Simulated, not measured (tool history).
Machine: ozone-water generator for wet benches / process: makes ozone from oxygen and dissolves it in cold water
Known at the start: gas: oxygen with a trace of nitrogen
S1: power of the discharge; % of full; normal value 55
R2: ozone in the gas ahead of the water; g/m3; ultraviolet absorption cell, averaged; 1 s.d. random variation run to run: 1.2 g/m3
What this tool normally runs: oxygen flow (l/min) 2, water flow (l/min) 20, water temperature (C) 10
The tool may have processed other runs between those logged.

run 1 hour=0 | S1=55 oxygen_flow_(l/min)=2 water_flow_(l/min)=20 water_temperature_(C)=10 | dissolved_ozone_(ppm)=9.9 R2=217.2
run 2 hour=41 | S1=55 oxygen_flow_(l/min)=2 water_flow_(l/min)=20 water_temperature_(C)=10 | dissolved_ozone_(ppm)=10.2 R2=216.5
run 3 hour=83.1 | S1=55 oxygen_flow_(l/min)=2.02 water_flow_(l/min)=20 water_temperature_(C)=10 | dissolved_ozone_(ppm)=9.9 R2=217.4
run 4 hour=124.7 | S1=55 oxygen_flow_(l/min)=2.02 water_flow_(l/min)=20 water_temperature_(C)=10 | dissolved_ozone_(ppm)=10.2 R2=217.1
-- hour=143 contactor cleaned
run 5 hour=161 | S1=55 oxygen_flow_(l/min)=2.02 water_flow_(l/min)=20 water_temperature_(C)=10 | dissolved_ozone_(ppm)=9.8 R2=217.4
run 6 hour=204.5 | S1=55 oxygen_flow_(l/min)=2.02 water_flow_(l/min)=20 water_temperature_(C)=10 | dissolved_ozone_(ppm)=10 R2=218
run 7 hour=237.8 | S1=55 oxygen_flow_(l/min)=2.02 water_flow_(l/min)=20 water_temperature_(C)=10 | dissolved_ozone_(ppm)=9.9 R2=220.7
run 8 hour=264.2 | S1=55 oxygen_flow_(l/min)=2 water_flow_(l/min)=19 water_temperature_(C)=10 | dissolved_ozone_(ppm)=10.7 R2=217.8
run 9 hour=303.7 | S1=55 oxygen_flow_(l/min)=2 water_flow_(l/min)=19 water_temperature_(C)=10 | dissolved_ozone_(ppm)=10.6 R2=218.5
run 10 hour=327.7 | S1=55 oxygen_flow_(l/min)=2 water_flow_(l/min)=20 water_temperature_(C)=10 | dissolved_ozone_(ppm)=10 R2=220.2
run 11 hour=363.9 | S1=55 oxygen_flow_(l/min)=2 water_flow_(l/min)=20 water_temperature_(C)=10 | dissolved_ozone_(ppm)=10.1 R2=220.5
run 12 hour=402.9 | S1=55 oxygen_flow_(l/min)=2 water_flow_(l/min)=20 water_temperature_(C)=10 | dissolved_ozone_(ppm)=10 R2=220.9
run 13 hour=423.7 | S1=68 oxygen_flow_(l/min)=2 water_flow_(l/min)=20 water_temperature_(C)=10 | dissolved_ozone_(ppm)=11.8 R2=262.1
run 14 hour=443 | S1=65 oxygen_flow_(l/min)=2 water_flow_(l/min)=20 water_temperature_(C)=7 | dissolved_ozone_(ppm)=11.6 R2=253.8
run 15 hour=467.6 | S1=65 oxygen_flow_(l/min)=2 water_flow_(l/min)=20 water_temperature_(C)=7 | dissolved_ozone_(ppm)=11.7 R2=256.2
run 16 hour=487.3 | S1=65 oxygen_flow_(l/min)=2 water_flow_(l/min)=20 water_temperature_(C)=7 | dissolved_ozone_(ppm)=11.7 R2=252.8
run 17 hour=519.5 | S1=65 oxygen_flow_(l/min)=2 water_flow_(l/min)=20 water_temperature_(C)=7 | dissolved_ozone_(ppm)=11.9 R2=253.5
run 18 hour=559.7 | S1=74 oxygen_flow_(l/min)=2 water_flow_(l/min)=20 water_temperature_(C)=9 | dissolved_ozone_(ppm)=12.9 R2=282.4
-- hour=577.9 gauge calibrated
run 19 hour=585 | S1=55 oxygen_flow_(l/min)=2.35 water_flow_(l/min)=20 water_temperature_(C)=10 | dissolved_ozone_(ppm)=10.5 R2=197.7
run 20 hour=606.8 | S1=55 oxygen_flow_(l/min)=2.35 water_flow_(l/min)=20 water_temperature_(C)=10 | dissolved_ozone_(ppm)=10.5 R2=198.3
run 21 hour=647.2 | S1=55 oxygen_flow_(l/min)=2.35 water_flow_(l/min)=20 water_temperature_(C)=10 | dissolved_ozone_(ppm)=10.6 R2=200.2
run 22 hour=676.3 | S1=43 oxygen_flow_(l/min)=1.82 water_flow_(l/min)=14 water_temperature_(C)=10 | dissolved_ozone_(ppm)=11.5 R2=189.1
run 23 hour=694.3 | S1=43 oxygen_flow_(l/min)=1.82 water_flow_(l/min)=21 water_temperature_(C)=15 | dissolved_ozone_(ppm)=7.5 R2=187
run 24 hour=720 | S1=43 oxygen_flow_(l/min)=1.82 water_flow_(l/min)=21 water_temperature_(C)=15 | dissolved_ozone_(ppm)=7.3 R2=187.3
run 25 hour=739.9 | S1=55 oxygen_flow_(l/min)=2 water_flow_(l/min)=15 water_temperature_(C)=9 | dissolved_ozone_(ppm)=13.3 R2=218

Subtracting, for every run, the result it would have given without the tool's unlogged condition from the measured result gives the following. The same run-to-run variation enters both numbers; the gauge's scatter may not:
Unlogged tool condition in this case: yield of the discharge, % of new electrodes'; contactor's efficiency, % of a clean one's; true water temperature over the reading, C; drift of the gauge itself on ozone_ppm, %; drift of the gauge itself on gas_g_m3, %.
run=1 R2=+0
run=2 R2=+0.4
run=3 R2=+0.9
run=4 R2=+1.3
run=5 R2=+1.7
run=6 R2=+2.2
run=7 R2=+2.5
run=8 R2=+2.8
run=9 R2=+3.2
run=10 R2=+3.5
run=11 R2=+4
run=12 R2=+4.4
run=13 R2=+5.4
run=14 R2=+5.5
run=15 R2=+5.9
run=16 R2=+6
run=17 R2=+6.4
run=18 R2=+7.7
run=19 R2=+0.1
run=20 R2=+0.2
run=21 R2=+0.7
run=22 R2=+1
run=23 R2=+1.1
run=24 R2=+1.3
run=25 R2=+1.8
dissolved ozone (ppm): within 0.1 of the measured result in every run.
